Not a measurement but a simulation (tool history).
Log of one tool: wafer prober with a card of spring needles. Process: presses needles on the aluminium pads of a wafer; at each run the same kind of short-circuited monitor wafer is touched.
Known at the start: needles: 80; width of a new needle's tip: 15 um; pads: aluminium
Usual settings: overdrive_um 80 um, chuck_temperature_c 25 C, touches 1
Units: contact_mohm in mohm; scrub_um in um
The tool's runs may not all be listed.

run,day,overdrive_um,chuck_temperature_c,touches,contact_mohm,scrub_um
1,0,80,25,1,204,9.9
# day 0.079: tips cleaned on abrasive film
2,0.246,80,25,1,202,9.89
# day 0.321: tips cleaned on abrasive film
# day 0.596: tips cleaned on abrasive film
3,0.679,80,26,1,193,9.86
# day 0.854: tips cleaned on abrasive film
4,1.038,80,26,1,204,9.85
# day 1.104: tips cleaned on abrasive film
# day 1.354: tips cleaned on abrasive film
5,1.367,80,25,1,186,9.87
# day 1.604: tips cleaned on abrasive film
6,1.717,80,25,1,198,9.86
# day 1.862: tips cleaned on abrasive film
7,1.904,80,25,1,192,9.83
# day 2.125: tips cleaned on abrasive film
8,2.142,80,25,1,187,9.83
# day 2.375: tips cleaned on abrasive film
9,2.492,80,25,1,198,9.82
# day 2.625: tips cleaned on abrasive film
# day 2.871: tips cleaned on abrasive film
10,2.954,80,25,1,192,9.8
# day 3.129: tips cleaned on abrasive film
11,3.342,80,25,1,207,9.81
# day 3.379: tips cleaned on abrasive film
12,3.604,80,25,1,207,9.81
# day 3.629: tips cleaned on abrasive film
13,3.85,80,25,1,207,9.79
# day 3.888: tips cleaned on abrasive film
14,4.054,80,120,1,220,9.76
# day 4.158: tips cleaned on abrasive film
# day 4.408: tips cleaned on abrasive film
15,4.438,80,120,1,210,9.76
# day 4.658: tips cleaned on abrasive film
16,4.738,87,120,1,211,10.63
# day 4.908: tips cleaned on abrasive film
17,4.942,96,27,1,187,11.71
# day 5.158: tips cleaned on abrasive film
18,5.25,96,27,1,192,11.73
# day 5.412: tips cleaned on abrasive film
19,5.629,96,27,1,199,11.7
# day 5.671: tips cleaned on abrasive film
# day 5.933: tips cleaned on abrasive film
20,5.971,93,25,2,185,11.31
# day 6.175: tips cleaned on abrasive film
21,6.392,65,68,2,210,7.84
# day 6.429: tips cleaned on abrasive film
22,6.588,99,40,2,194,12.06
# day 6.692: tips cleaned on abrasive film
# day 6.942: tips cleaned on abrasive film
23,7.012,99,40,2,188,12.01
# day 7.192: tips cleaned on abrasive film
24,7.262,70,111,1,215,8.44
# day 7.454: tips cleaned on abrasive film
25,7.65,79,25,2,199,9.55
# day 7.721: tips cleaned on abrasive film
# day 7.767: height of the first contact set anew
26,7.962,80,53,2,199,9.87
# day 7.992: tips cleaned on abrasive film
27,8.179,61,81,2,219,7.54
# day 8.246: tips cleaned on abrasive film
28,8.483,80,25,3,192,9.89
# day 8.521: tips cleaned on abrasive film
29,8.742,80,25,2,198,9.87
# day 8.767: tips cleaned on abrasive film
# day 9.012: tips cleaned on abrasive film
30,9.017,80,25,2,184,9.87
# day 9.254: tips cleaned on abrasive film
31,9.329,80,25,2,190,9.84

Some steps in contact_mohm between neighbouring runs. How much of each would the tool show without its hidden state too (settings, what came in, random variation), and how much is left for the hidden state, with any gauge scatter that isn't in both results?
The hidden state here: debris on the tips, nm; way that the needles fall short of the set height, um; tips' diameter, um; drift of the gauge itself on contact_mohm, %; drift of the gauge itself on scrub_um, %.
Run 4 -> 5: chuck_temperature_c 26 -> 25, tips cleaned on abrasive film, tips cleaned on abrasive film. contact_mohm -18 mohm: hidden state -17, all else -1.
Run 19 -> 20: overdrive_um 96 -> 93, chuck_temperature_c 27 -> 25, touches 1 -> 2, tips cleaned on abrasive film, tips cleaned on abrasive film. contact_mohm -14 mohm: hidden state -15, all else +1.
Run 20 -> 21: overdrive_um 93 -> 65, chuck_temperature_c 25 -> 68, tips cleaned on abrasive film. contact_mohm +25 mohm: hidden state +15, all else +10.
Run 23 -> 24: overdrive_um 99 -> 70, chuck_temperature_c 40 -> 111, touches 2 -> 1, tips cleaned on abrasive film. contact_mohm +27 mohm: hidden state +9, all else +18.
Run 27 -> 28: overdrive_um 61 -> 80, chuck_temperature_c 81 -> 25, touches 2 -> 3, tips cleaned on abrasive film. contact_mohm -27 mohm: hidden state -12, all else -15.

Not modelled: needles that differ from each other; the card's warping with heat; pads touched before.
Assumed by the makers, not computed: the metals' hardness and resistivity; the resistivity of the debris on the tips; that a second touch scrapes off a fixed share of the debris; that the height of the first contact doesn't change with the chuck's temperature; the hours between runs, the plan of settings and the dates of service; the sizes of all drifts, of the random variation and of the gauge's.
